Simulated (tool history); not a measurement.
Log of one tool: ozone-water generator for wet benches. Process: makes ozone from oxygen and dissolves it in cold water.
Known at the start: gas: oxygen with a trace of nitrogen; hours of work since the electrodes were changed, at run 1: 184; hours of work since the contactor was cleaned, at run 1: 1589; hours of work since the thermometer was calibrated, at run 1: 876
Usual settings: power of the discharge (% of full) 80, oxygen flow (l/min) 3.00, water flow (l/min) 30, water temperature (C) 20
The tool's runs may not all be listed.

| run | hour | power of the discharge (% of full) | oxygen flow (l/min) | water flow (l/min) | water temperature (C) | hours of work since the electrodes were changed | hours of work since the contactor was cleaned | hours of work since the thermometer was calibrated | dissolved ozone (ppm) | ozone in the gas ahead of the water (g/m3) |
|---|---|---|---|---|---|---|---|---|---|---|
| 1 | 0.0 | 80 | 3.00 | 30 | 20 | 184 | 1589 | 876 | 16.0 | 270.1 |
| 2 | 67.4 | 80 | 3.00 | 33 | 20 | 233 | 1638 | 925 | 14.5 | 268.2 |
| 3 | 102.0 | 80 | 3.00 | 33 | 20 | 258 | 1663 | 950 | 14.5 | 269.5 |
| 4 | 132.6 | 80 | 3.00 | 33 | 20 | 280 | 1686 | 973 | 14.6 | 269.9 |
| 5 | 170.9 | 80 | 3.00 | 19 | 20 | 308 | 1714 | 1000 | 23.9 | 269.0 |
| 6 | 238.8 | 86 | 3.00 | 30 | 20 | 357 | 1763 | 1050 | 16.9 | 284.5 |
| 7 | 277.7 | 80 | 3.00 | 30 | 14 | 385 | 1791 | 1078 | 16.6 | 268.7 |
| 8 | 348.3 | 80 | 3.00 | 30 | 20 | 437 | 1842 | 1129 | 15.8 | 264.5 |
| 9 | 396.4 | 80 | 3.00 | 30 | 20 | 472 | 1877 | 1164 | 15.3 | 262.5 |
| 10 | 452.6 | 80 | 3.00 | 30 | 20 | 512 | 1918 | 1205 | 15.7 | 263.7 |
| 11 | 483.4 | 57 | 3.00 | 30 | 20 | 535 | 1941 | 1228 | 11.8 | 201.5 |
| 12 | 513.5 | 57 | 3.00 | 30 | 20 | 557 | 1962 | 1249 | 12.0 | 202.0 |
| 13 | 579.3 | 80 | 3.00 | 30 | 20 | 604 | 2010 | 1297 | 15.6 | 260.3 |
| 14 | 639.6 | 80 | 3.00 | 30 | 20 | 648 | 2054 | 1341 | 15.3 | 264.2 |
| 15 | 694.5 | 41 | 3.00 | 40 | 14 | 688 | 2094 | 1381 | 6.8 | 152.0 |
|  | 698.3 | water thermometer calibrated |
| 16 | 739.4 | 95 | 4.86 | 40 | 25 | 720 | 2126 | 30 | 15.2 | 253.0 |
| 17 | 806.5 | 45 | 3.00 | 30 | 25 | 769 | 2175 | 79 | 9.2 | 164.2 |
| 18 | 845.4 | 45 | 2.03 | 30 | 13 | 797 | 2203 | 107 | 8.2 | 186.4 |
| 19 | 875.0 | 57 | 5.39 | 45 | 20 | 819 | 2225 | 128 | 9.8 | 160.6 |
| 20 | 938.9 | 60 | 3.00 | 35 | 20 | 865 | 2271 | 175 | 10.1 | 202.8 |
| 21 | 978.3 | 59 | 2.49 | 20 | 22 | 894 | 2300 | 203 | 15.5 | 215.1 |
| 22 | 1037.8 | 43 | 1.78 | 19 | 19 | 937 | 2343 | 247 | 11.3 | 187.9 |
|  | 1077.9 | water thermometer calibrated, once more |
| 23 | 1099.4 | 43 | 1.89 | 19 | 19 | 982 | 2387 | 16 | 11.6 | 182.7 |
| 24 | 1156.8 | 43 | 1.89 | 19 | 19 | 1023 | 2429 | 57 | 11.7 | 180.1 |
| 25 | 1206.1 | 43 | 1.89 | 39 | 24 | 1059 | 2465 | 93 | 5.7 | 183.3 |
| 26 | 1239.3 | 78 | 1.89 | 39 | 24 | 1083 | 2489 | 117 | 8.5 | 290.6 |
| 27 | 1303.3 | 78 | 1.89 | 39 | 24 | 1130 | 2536 | 164 | 8.5 | 289.2 |

The same runs without the tool's hidden state, with the same run-to-run variation:
The hidden state here: yield of the discharge, % of new electrodes'; contactor's efficiency, % of a clean one's; true water temperature over the reading, C; drift of the gauge itself on ozone_ppm, %; drift of the gauge itself on gas_g_m3, %.
| run | dissolved ozone (ppm) | ozone in the gas ahead of the water (g/m3) |
|---|---|---|
| 1 | 16.9 | 274.3 |
| 2 | 15.4 | 273.3 |
| 3 | 15.5 | 275.1 |
| 4 | 15.6 | 276.0 |
| 5 | 25.3 | 275.5 |
| 6 | 18.2 | 292.8 |
| 7 | 17.9 | 276.6 |
| 8 | 17.1 | 273.3 |
| 9 | 16.6 | 271.8 |
| 10 | 17.0 | 273.9 |
| 11 | 12.7 | 207.5 |
| 12 | 13.0 | 208.3 |
| 13 | 17.1 | 272.0 |
| 14 | 16.9 | 276.9 |
| 15 | 7.4 | 155.9 |
| 16 | 17.1 | 268.4 |
| 17 | 10.1 | 169.6 |
| 18 | 8.9 | 192.7 |
| 19 | 11.0 | 167.9 |
| 20 | 11.3 | 213.0 |
| 21 | 17.1 | 226.2 |
| 22 | 12.3 | 195.0 |
| 23 | 12.6 | 189.9 |
| 24 | 12.7 | 187.5 |
| 25 | 6.3 | 191.1 |
| 26 | 9.9 | 313.7 |
| 27 | 9.9 | 313.2 |

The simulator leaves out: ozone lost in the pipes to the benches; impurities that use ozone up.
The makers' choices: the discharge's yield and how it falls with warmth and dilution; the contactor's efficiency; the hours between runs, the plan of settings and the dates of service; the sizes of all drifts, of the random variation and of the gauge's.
